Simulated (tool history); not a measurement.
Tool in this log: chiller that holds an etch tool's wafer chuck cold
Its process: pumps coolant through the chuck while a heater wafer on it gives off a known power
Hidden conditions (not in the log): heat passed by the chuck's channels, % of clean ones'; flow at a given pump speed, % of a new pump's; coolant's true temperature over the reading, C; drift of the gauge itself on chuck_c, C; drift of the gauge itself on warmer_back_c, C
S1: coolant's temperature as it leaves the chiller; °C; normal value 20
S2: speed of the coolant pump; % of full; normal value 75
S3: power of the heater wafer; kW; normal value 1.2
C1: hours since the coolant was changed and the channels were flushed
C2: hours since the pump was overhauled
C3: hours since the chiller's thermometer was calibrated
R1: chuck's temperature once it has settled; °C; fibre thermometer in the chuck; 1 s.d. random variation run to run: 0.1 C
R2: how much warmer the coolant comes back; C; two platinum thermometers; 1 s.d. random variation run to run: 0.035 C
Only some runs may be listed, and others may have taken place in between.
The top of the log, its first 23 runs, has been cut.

run 24 hour=3270 | S1=11 S2=80 S3=0.682 | C1=1913 C2=6148 C3=667 | R1=18.5 R2=3.13
run 25 hour=3474.1 | S1=21 S2=64 S3=1.725 | C1=2117 C2=6352 C3=871 | R1=43.3 R2=9.82
run 26 hour=3586.4 | S1=21 S2=64 S3=1.725 | C1=2229 C2=6465 C3=983 | R1=43.3 R2=9.86
run 27 hour=3752.8 | S1=23 S2=69 S3=1.55 | C1=2396 C2=6631 C3=1149 | R1=42.1 R2=8.19
run 28 hour=3937.7 | S1=20 S2=66 S3=1.2 | C1=2581 C2=6816 C3=1334 | R1=35.2 R2=6.61
run 29 hour=4135.7 | S1=20 S2=66 S3=1.2 | C1=2778 C2=7014 C3=1532 | R1=35.3 R2=6.68
run 30 hour=4242.6 | S1=25 S2=66 S3=0.637 | C1=2885 C2=7121 C3=1639 | R1=33 R2=3.52
run 31 hour=4355.3 | S1=25 S2=66 S3=0.637 | C1=2998 C2=7234 C3=1752 | R1=32.9 R2=3.49

Forecast each of these 5 alternatives for the next run:
run A hour=4449.1 | S1=25 S2=62 S3=0.637 | C1=3092 C2=7327 C3=1846 | R1=? R2=?
run B hour=4449.1 | S1=17 S2=75 S3=1.2 | C1=3092 C2=7327 C3=1846 | R1=? R2=?
run C hour=4449.1 | S1=25 S2=66 S3=1.484 | C1=3092 C2=7327 C3=1846 | R1=? R2=?
run D hour=4449.1 | S1=18 S2=78 S3=1.122 | C1=3092 C2=7327 C3=1846 | R1=? R2=?
run E hour=4449.1 | S1=26 S2=80 S3=0.957 | C1=3092 C2=7327 C3=1846 | R1=? R2=?

run=A R1=33.3 R2=3.73
run=B R1=31.1 R2=5.85
run=C R1=43.8 R2=8.2
run=D R1=30.7 R2=5.35
run=E R1=36.7 R2=4.34
What these runs would have given with no unlogged condition in the tool:
run=A R1=33.3 R2=3.73
run=B R1=31.1 R2=5.85
run=C R1=43.8 R2=8.2
run=D R1=30.7 R2=5.35
run=E R1=36.7 R2=4.34
